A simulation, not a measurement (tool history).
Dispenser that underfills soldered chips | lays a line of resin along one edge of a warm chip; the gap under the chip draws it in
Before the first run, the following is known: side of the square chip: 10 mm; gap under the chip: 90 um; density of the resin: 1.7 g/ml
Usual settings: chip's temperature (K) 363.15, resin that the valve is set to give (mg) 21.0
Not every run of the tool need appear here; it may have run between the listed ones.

run,hour,chip's temperature (K),resin that the valve is set to give (mg),time until the resin shows at the far edge (s),resin that the valve gave (mg)
1,0.0,363.15,21.0,28.1,20.02
# hour 4.7: new syringe of resin
2,5.7,363.15,21.0,21.9,20.01
3,8.9,363.15,21.0,25.8,20.16
4,14.2,357.15,21.0,45.2,20.06
# hour 15.5: new syringe of resin
5,19.7,357.15,21.0,34.9,20.02
6,25.6,361.15,21.0,38.9,19.96
# hour 26.3: new syringe of resin
7,30.9,361.15,21.0,28.3,19.77
8,33.8,361.15,21.0,32.8,20.05
# hour 37.4: new syringe of resin
9,38.6,354.15,21.0,35.0,19.91
10,41.5,362.15,21.0,29.0,19.81
11,47.0,362.15,21.0,36.7,19.81
# hour 48.1: new syringe of resin
12,50.4,362.15,21.0,26.0,19.86
13,55.7,363.15,21.0,32.3,19.74
# hour 59.0: new syringe of resin
14,60.5,373.15,21.0,14.2,19.50
15,64.7,352.15,21.0,47.3,19.61
# hour 70.1: new syringe of resin
16,70.8,352.15,21.0,36.4,19.42
17,73.7,352.15,21.0,43.2,19.47
18,77.5,352.15,21.0,51.5,19.44
19,80.2,374.15,21.0,21.6,19.46
# hour 81.0: new syringe of resin
20,83.5,377.15,27.1,12.3,24.99
21,86.7,361.15,21.0,30.8,19.22
22,89.2,359.15,19.4,39.0,17.80
# hour 91.9: new syringe of resin
23,92.4,359.15,19.4,27.7,17.85
24,95.2,375.15,18.8,15.3,17.20
# hour 96.8: dispensing valve cleaned and set on the balance
25,101.2,353.15,20.3,52.0,20.37
# hour 103.9: new syringe of resin
26,104.8,371.15,20.4,15.9,20.26
27,109.2,371.15,21.4,18.9,21.28
# hour 114.7: new syringe of resin
28,114.7,371.15,21.4,15.1,21.39
29,119.1,363.15,20.2,26.9,20.18
30,122.7,360.15,22.3,35.7,21.75
# hour 125.7: new syringe of resin
31,128.7,368.15,21.3,19.6,21.11
32,133.9,368.15,21.3,25.4,20.89
# hour 136.5: new syringe of resin
33,138.4,368.15,21.3,18.8,20.97
34,141.9,368.15,18.3,22.8,17.81
35,145.3,357.15,25.4,41.4,24.98
# hour 147.3: new syringe of resin
36,151.6,357.15,25.4,35.1,24.74
37,156.8,372.15,18.9,24.4,18.40

3 options for the next run, each taken on its own from the tool as it stands now. Forecast them:
# hour 158.2: new syringe of resin
A,161.1,357.15,21.6,?,?
# hour 158.2: new syringe of resin
B,161.1,378.15,20.8,?,?
# hour 158.2: new syringe of resin
C,161.1,365.15,24.2,?,?

run,time until the resin shows at the far edge (s),resin that the valve gave (mg)
A,32.4,20.93
B,12.8,20.13
C,22.2,23.55
With the hidden condition removed and each run's random variation left untouched, the same runs would have given:
run,time until the resin shows at the far edge (s),resin that the valve gave (mg)
A,26.5,21.55
B,10.5,20.73
C,18.3,24.24
